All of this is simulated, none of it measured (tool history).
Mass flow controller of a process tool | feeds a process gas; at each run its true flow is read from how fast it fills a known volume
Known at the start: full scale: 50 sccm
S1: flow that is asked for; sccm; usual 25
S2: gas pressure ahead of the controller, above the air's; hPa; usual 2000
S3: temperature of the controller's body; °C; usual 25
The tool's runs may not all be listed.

run 1 hour=0.0 | S1=25 S2=2000 S3=25 | true_flow_(%)=96.22
run 2 hour=354.4 | S1=25 S2=2000 S3=27 | true_flow_(%)=96.03
run 3 hour=672.9 | S1=6 S2=2000 S3=25 | true_flow_(%)=98.23
run 4 hour=1083.6 | S1=6 S2=2000 S3=25 | true_flow_(%)=98.24
run 5 hour=1368.5 | S1=25 S2=1830 S3=25 | true_flow_(%)=96.02
run 6 hour=1834.6 | S1=25 S2=1830 S3=25 | true_flow_(%)=95.74
run 7 hour=2213.4 | S1=25 S2=1830 S3=25 | true_flow_(%)=95.79
run 8 hour=2484.4 | S1=9 S2=1440 S3=25 | true_flow_(%)=97.00
-- hour=2712.3 controller exchanged for a calibrated one
run 9 hour=3029.4 | S1=9 S2=1440 S3=25 | true_flow_(%)=98.19
run 10 hour=3436.2 | S1=15 S2=1440 S3=25 | true_flow_(%)=98.31
run 11 hour=3987.0 | S1=9 S2=1550 S3=37 | true_flow_(%)=97.33
run 12 hour=4363.9 | S1=9 S2=1550 S3=37 | true_flow_(%)=97.52
run 13 hour=4857.3 | S1=9 S2=1550 S3=28 | true_flow_(%)=97.86
run 14 hour=5424.3 | S1=48 S2=2000 S3=22 | true_flow_(%)=99.45

Some steps in true flow (%) between neighbouring runs. How much of each would the tool show without its hidden state too (settings, what came in, random variation), and how much is left for the hidden state, with any gauge scatter that isn't in both results?
The hidden state here: flow at rest that the sensor doesn't see, % of full scale; true flow over the shown one, %; drift of the gauge itself on true_pct, %.
Run 4 -> 5: S1 6 -> 25, S2 2000 -> 1830. true flow (%) -2.22: hidden state -3.62, all else +1.40.
